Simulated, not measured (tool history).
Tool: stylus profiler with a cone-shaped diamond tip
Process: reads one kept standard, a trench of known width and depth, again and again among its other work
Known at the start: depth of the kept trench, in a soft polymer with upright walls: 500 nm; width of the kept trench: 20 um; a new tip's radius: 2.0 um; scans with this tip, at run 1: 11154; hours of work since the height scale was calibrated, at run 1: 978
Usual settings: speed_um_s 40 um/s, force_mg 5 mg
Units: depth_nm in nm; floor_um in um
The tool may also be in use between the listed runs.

run   hour  speed_um_s  force_mg  scans with this tip  hours of work since the height scale was calibrated  depth_nm  floor_um
  1      0          40         5                11154                                                  978    505.77     16.62
  2   35.7          40      2.96                11472                                                 1006    504.14     16.56
  3   56.7          40      1.86                11659                                                 1023    503.21     16.49
  4   91.9          40      1.86                11971                                                 1050    503.42      16.5
  5  120.8          38         5                12228                                                 1073    505.92     16.56
  6  138.6          40     10.96                12387                                                 1087     509.7     16.57
  7  171.1          40     10.96                12675                                                 1112    509.47     16.59
  8  208.4          40     10.96                13007                                                 1141     509.3     16.51
  9  244.7          40     10.96                13330                                                 1169    509.55     16.53
 10  264.9          40      7.88                13509                                                 1185    507.81     16.49
 11  300.5          40      7.88                13826                                                 1213    507.86     16.43
 12  328.3          40         5                14073                                                 1235    505.97     16.39
     332.2  -- height scale calibrated on a step standard
 13  348.4          40      7.49                14247                                                   13    508.02     16.44
 14  381.3          40      7.49                14540                                                   38    508.08     16.47
 15  409.3          40         5                14789                                                   60    506.37     16.39
     429.8  -- height scale calibrated on a step standard, once more
 16  429.8          40         5                14966                                                    0       505     16.37
 17  446.9          40         5                15119                                                   13     504.8     16.44
 18  478.8          40         5                15402                                                   38    505.04     16.37
 19  502.4          40      6.63                15612                                                   57    506.29     16.32
 20  527.3          40      6.63                15833                                                   76    506.11     16.34
 21  559.5          13      8.44                16119                                                  101    507.34     16.44
 22  578.7          13      8.44                16290                                                  116    507.33     16.42
 23  599.1          13      8.44                16472                                                  132    507.28     16.38
 24  633.3         114      8.73                16776                                                  159    507.77      16.1
 25  655.7         114     13.17                16975                                                  176    510.08     16.19
 26  691.4          82      1.98                17292                                                  204     502.7     16.04
 27  706.8          82      1.98                17429                                                  216    502.77     15.98
 28  722.8          25      3.06                17571                                                  229    503.51     16.27
 29  741.7         122      3.04                17739                                                  243    503.69     15.97
 30  757.4         122      3.04                17879                                                  256     503.7     15.95
 31  787.5         122      3.04                18146                                                  279    503.82     15.89
 32  823.2          85      2.21                18464                                                  307    503.19     15.93
 33  860.3          66      6.57                18794                                                  336    506.41     16.15
 34  886.4          31      5.82                19026                                                  356     505.9     16.16

4 ways to go on from here, each from the tool as it stands after run 34. What would each give?
  A  907.5          31     14.63                19213                                                  373         ?         ?
  B  907.5          12      2.31                19213                                                  373         ?         ?
  C  907.5          39      5.82                19213                                                  373         ?         ?
  D  907.5          71      1.81                19213                                                  373         ?         ?

run  depth_nm  floor_um
  A    511.04     16.26
  B    503.18     16.24
  C    505.99      16.2
  D     502.6     15.91
Without the tool's hidden state the same runs would have given:
run  depth_nm  floor_um
  A    511.03     17.34
  B    503.17     17.33
  C    505.98     17.29
  D    502.59        17
